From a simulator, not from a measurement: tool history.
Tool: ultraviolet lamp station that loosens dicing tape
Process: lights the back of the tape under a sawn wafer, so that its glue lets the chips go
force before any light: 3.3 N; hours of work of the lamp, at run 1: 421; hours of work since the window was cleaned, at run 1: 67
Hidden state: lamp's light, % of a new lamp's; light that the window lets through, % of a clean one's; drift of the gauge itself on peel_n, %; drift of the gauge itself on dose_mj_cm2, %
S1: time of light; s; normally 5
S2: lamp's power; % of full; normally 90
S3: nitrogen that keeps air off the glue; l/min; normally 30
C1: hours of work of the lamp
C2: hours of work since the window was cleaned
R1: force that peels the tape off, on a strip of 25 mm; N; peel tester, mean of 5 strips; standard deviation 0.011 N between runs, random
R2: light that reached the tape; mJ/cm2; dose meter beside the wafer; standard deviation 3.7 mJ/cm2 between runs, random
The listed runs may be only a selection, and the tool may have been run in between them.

{"run": 1, "hour": 0.0, "S1": 5, "S2": 90, "S3": 30, "C1": 421, "C2": 67, "R1": 0.621, "R2": 513}
{"run": 2, "hour": 64.9, "S1": 5, "S2": 90, "S3": 30, "C1": 449, "C2": 95, "R1": 0.644, "R2": 512}
{"run": 3, "hour": 135.0, "S1": 5, "S2": 90, "S3": 30, "C1": 479, "C2": 126, "R1": 0.655, "R2": 496}
{"run": 4, "hour": 180.9, "S1": 5, "S2": 90, "S3": 30, "C1": 499, "C2": 146, "R1": 0.66, "R2": 490}
{"run": 5, "hour": 217.8, "S1": 5, "S2": 90, "S3": 30, "C1": 515, "C2": 162, "R1": 0.664, "R2": 483}
{"run": 6, "hour": 264.7, "S1": 5, "S2": 90, "S3": 30, "C1": 536, "C2": 182, "R1": 0.686, "R2": 479}
{"run": 7, "hour": 298.7, "S1": 3, "S2": 90, "S3": 30, "C1": 550, "C2": 197, "R1": 1.161, "R2": 286}
{"run": 8, "hour": 362.7, "S1": 3, "S2": 90, "S3": 30, "C1": 578, "C2": 225, "R1": 1.274, "R2": 274}
{"run": 9, "hour": 392.4, "S1": 5, "S2": 93, "S3": 30, "C1": 591, "C2": 238, "R1": 0.685, "R2": 478}
{"hour": 451.1, "done": "window cleaned of glue's vapour"}
{"run": 10, "hour": 461.2, "S1": 5, "S2": 90, "S3": 30, "C1": 621, "C2": 4, "R1": 0.674, "R2": 475}
{"run": 11, "hour": 502.5, "S1": 5, "S2": 90, "S3": 30, "C1": 639, "C2": 22, "R1": 0.697, "R2": 470}
{"run": 12, "hour": 557.9, "S1": 5, "S2": 90, "S3": 30, "C1": 663, "C2": 46, "R1": 0.724, "R2": 464}
{"run": 13, "hour": 592.5, "S1": 5, "S2": 90, "S3": 30, "C1": 678, "C2": 61, "R1": 0.694, "R2": 458}
{"run": 14, "hour": 648.6, "S1": 5, "S2": 90, "S3": 30, "C1": 702, "C2": 86, "R1": 0.742, "R2": 451}
{"run": 15, "hour": 714.6, "S1": 5, "S2": 90, "S3": 30, "C1": 731, "C2": 114, "R1": 0.751, "R2": 438}
{"run": 16, "hour": 746.5, "S1": 5, "S2": 97, "S3": 30, "C1": 745, "C2": 128, "R1": 0.712, "R2": 466}
{"run": 17, "hour": 781.8, "S1": 5, "S2": 97, "S3": 30, "C1": 760, "C2": 144, "R1": 0.711, "R2": 463}
{"run": 18, "hour": 849.8, "S1": 5, "S2": 97, "S3": 30, "C1": 789, "C2": 173, "R1": 0.745, "R2": 458}
{"run": 19, "hour": 898.1, "S1": 5, "S2": 97, "S3": 30, "C1": 810, "C2": 194, "R1": 0.748, "R2": 445}
{"run": 20, "hour": 969.5, "S1": 5, "S2": 97, "S3": 20, "C1": 842, "C2": 225, "R1": 0.898, "R2": 439}
{"run": 21, "hour": 1014.8, "S1": 5, "S2": 97, "S3": 20, "C1": 861, "C2": 245, "R1": 0.927, "R2": 431}
{"hour": 1055.2, "done": "window cleaned of glue's vapour"}
{"run": 22, "hour": 1059.9, "S1": 3, "S2": 74, "S3": 27, "C1": 881, "C2": 2, "R1": 1.606, "R2": 205}
{"run": 23, "hour": 1109.7, "S1": 3, "S2": 81, "S3": 43, "C1": 902, "C2": 24, "R1": 1.419, "R2": 220}
{"run": 24, "hour": 1161.6, "S1": 3, "S2": 81, "S3": 18, "C1": 925, "C2": 46, "R1": 1.744, "R2": 217}
{"run": 25, "hour": 1228.7, "S1": 3, "S2": 94, "S3": 13, "C1": 954, "C2": 75, "R1": 1.72, "R2": 249}
{"run": 26, "hour": 1272.8, "S1": 2, "S2": 94, "S3": 30, "C1": 973, "C2": 95, "R1": 1.838, "R2": 160}
{"run": 27, "hour": 1341.5, "S1": 7, "S2": 86, "S3": 14, "C1": 1003, "C2": 124, "R1": 0.876, "R2": 517}
{"run": 28, "hour": 1376.4, "S1": 5, "S2": 81, "S3": 30, "C1": 1018, "C2": 140, "R1": 1.062, "R2": 333}
{"run": 29, "hour": 1435.3, "S1": 4, "S2": 96, "S3": 30, "C1": 1044, "C2": 165, "R1": 1.098, "R2": 314}
{"run": 30, "hour": 1481.4, "S1": 5, "S2": 93, "S3": 56, "C1": 1064, "C2": 185, "R1": 0.778, "R2": 371}
{"hour": 1547.7, "done": "lamp changed"}
{"run": 31, "hour": 1548.6, "S1": 4, "S2": 73, "S3": 28, "C1": 0, "C2": 214, "R1": 0.858, "R2": 390}
{"run": 32, "hour": 1588.7, "S1": 4, "S2": 73, "S3": 28, "C1": 18, "C2": 231, "R1": 0.886, "R2": 383}
{"run": 33, "hour": 1628.2, "S1": 4, "S2": 73, "S3": 28, "C1": 35, "C2": 248, "R1": 0.908, "R2": 377}
{"hour": 1662.1, "done": "window cleaned of glue's vapour"}
{"run": 34, "hour": 1676.3, "S1": 7, "S2": 87, "S3": 12, "C1": 56, "C2": 6, "R1": 0.519, "R2": 824}
{"run": 35, "hour": 1714.2, "S1": 9, "S2": 64, "S3": 17, "C1": 72, "C2": 23, "R1": 0.465, "R2": 774}
{"run": 36, "hour": 1762.4, "S1": 3, "S2": 80, "S3": 16, "C1": 93, "C2": 44, "R1": 1.366, "R2": 317}
{"run": 37, "hour": 1810.0, "S1": 7, "S2": 90, "S3": 27, "C1": 114, "C2": 64, "R1": 0.373, "R2": 817}
{"run": 38, "hour": 1870.5, "S1": 3, "S2": 71, "S3": 47, "C1": 140, "C2": 91, "R1": 1.137, "R2": 271}
{"run": 39, "hour": 1931.8, "S1": 3, "S2": 71, "S3": 47, "C1": 167, "C2": 117, "R1": 1.158, "R2": 272}
{"run": 40, "hour": 1974.1, "S1": 3, "S2": 71, "S3": 47, "C1": 185, "C2": 136, "R1": 1.139, "R2": 268}
{"run": 41, "hour": 2025.4, "S1": 5, "S2": 85, "S3": 30, "C1": 207, "C2": 158, "R1": 0.604, "R2": 524}
{"run": 42, "hour": 2093.5, "S1": 4, "S2": 77, "S3": 30, "C1": 237, "C2": 187, "R1": 0.925, "R2": 375}

Describe how what the log doesn't record of the tool's condition differs between the last listed run preceding each entry between runs and the first listed run following it.
Runs 9 to 10: window cleaned of glue's vapour (hour 451.1)
  lamp's light, % of a new lamp's: 76.9 -> 75.8; light that the window lets through, % of a clean one's: 95 -> 99.2
  difference, measured minus the result without the unlogged condition, R1: +0.233 -> +0.209 N; R2: -176 -> -156 mJ/cm2
Runs 21 to 22: window cleaned of glue's vapour (hour 1055.2)
  lamp's light, % of a new lamp's: 66.9 -> 66.2; light that the window lets through, % of a clean one's: 94.6 -> 100
  difference, measured minus the result without the unlogged condition, R1: +0.406 -> +0.463 N; R2: -251 -> -106 mJ/cm2
Runs 30 to 31: lamp changed (hour 1547.7)
  lamp's light, % of a new lamp's: 59.5 -> 99.5; light that the window lets through, % of a clean one's: 96.3 -> 95.8
  difference, measured minus the result without the unlogged condition, R1: +0.394 -> +0.046 N; R2: -276 -> -19 mJ/cm2
Runs 33 to 34: window cleaned of glue's vapour (hour 1662.1)
  lamp's light, % of a new lamp's: 98.2 -> 97.4; light that the window lets through, % of a clean one's: 95.2 -> 99.2
  difference, measured minus the result without the unlogged condition, R1: +0.068 -> +0.023 N; R2: -27 -> -29 mJ/cm2
